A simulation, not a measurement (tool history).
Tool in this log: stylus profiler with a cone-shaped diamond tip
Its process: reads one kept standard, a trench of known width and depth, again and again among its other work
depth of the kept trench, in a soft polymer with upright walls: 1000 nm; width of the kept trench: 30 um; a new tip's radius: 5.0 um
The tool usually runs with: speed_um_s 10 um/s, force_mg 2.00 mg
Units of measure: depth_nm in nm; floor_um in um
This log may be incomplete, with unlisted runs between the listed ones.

| run | day | speed_um_s | force_mg | depth_nm | floor_um |
|---|---|---|---|---|---|
| 1 | 0.000 | 10 | 2.00 | 1009.74 | 20.91 |
| 2 | 2.100 | 10 | 2.00 | 1009.91 | 20.89 |
|  | 3.208 | height scale calibrated on a step standard |
| 3 | 5.054 | 10 | 2.00 | 1006.03 | 20.80 |
| 4 | 9.521 | 10 | 2.00 | 1006.68 | 20.71 |
| 5 | 12.508 | 10 | 2.00 | 1006.16 | 20.61 |
|  | 16.125 | height scale calibrated on a step standard, once more |
| 6 | 16.350 | 10 | 2.00 | 1014.60 | 20.54 |
| 7 | 20.633 | 10 | 2.00 | 1014.80 | 20.49 |
| 8 | 23.075 | 10 | 2.00 | 1014.50 | 20.43 |
| 9 | 27.229 | 10 | 2.00 | 1014.37 | 20.41 |
| 10 | 30.779 | 10 | 2.00 | 1013.86 | 20.22 |
| 11 | 33.008 | 30 | 2.00 | 1013.95 | 20.12 |
| 12 | 36.642 | 30 | 2.00 | 1013.83 | 20.12 |
| 13 | 39.975 | 22 | 0.67 | 1005.95 | 20.02 |
| 14 | 44.538 | 35 | 4.46 | 1023.83 | 19.96 |
| 15 | 46.829 | 4 | 5.32 | 1026.49 | 19.94 |
| 16 | 49.188 | 2 | 5.62 | 1027.82 | 19.90 |
| 17 | 51.738 | 6 | 0.76 | 1006.38 | 19.81 |
| 18 | 54.546 | 3 | 1.75 | 1011.73 | 19.81 |
| 19 | 56.758 | 3 | 4.51 | 1023.64 | 19.73 |
|  | 59.200 | new tip fitted, height scale calibrated |
| 20 | 59.783 | 3 | 4.51 | 1024.77 | 23.95 |
| 21 | 63.129 | 3 | 4.51 | 1024.99 | 23.86 |

5 options for the next run, each taken on its own from the tool as it stands now. Forecast them:
| A | 67.667 | 3 | 2.69 | ? | ? |
| B | 67.667 | 2 | 1.21 | ? | ? |
| C | 67.667 | 6 | 2.96 | ? | ? |
| D | 67.667 | 19 | 0.79 | ? | ? |
| E | 67.667 | 15 | 1.52 | ? | ? |

| run | depth_nm | floor_um |
|---|---|---|
| A | 1017.12 | 23.69 |
| B | 1010.24 | 23.72 |
| C | 1018.30 | 23.67 |
| D | 1007.02 | 23.64 |
| E | 1011.87 | 23.66 |
What these runs would have given with no unlogged condition in the tool:
| run | depth_nm | floor_um |
|---|---|---|
| A | 1017.46 | 23.97 |
| B | 1010.58 | 24.00 |
| C | 1018.64 | 23.95 |
| D | 1007.36 | 23.92 |
| E | 1012.21 | 23.95 |
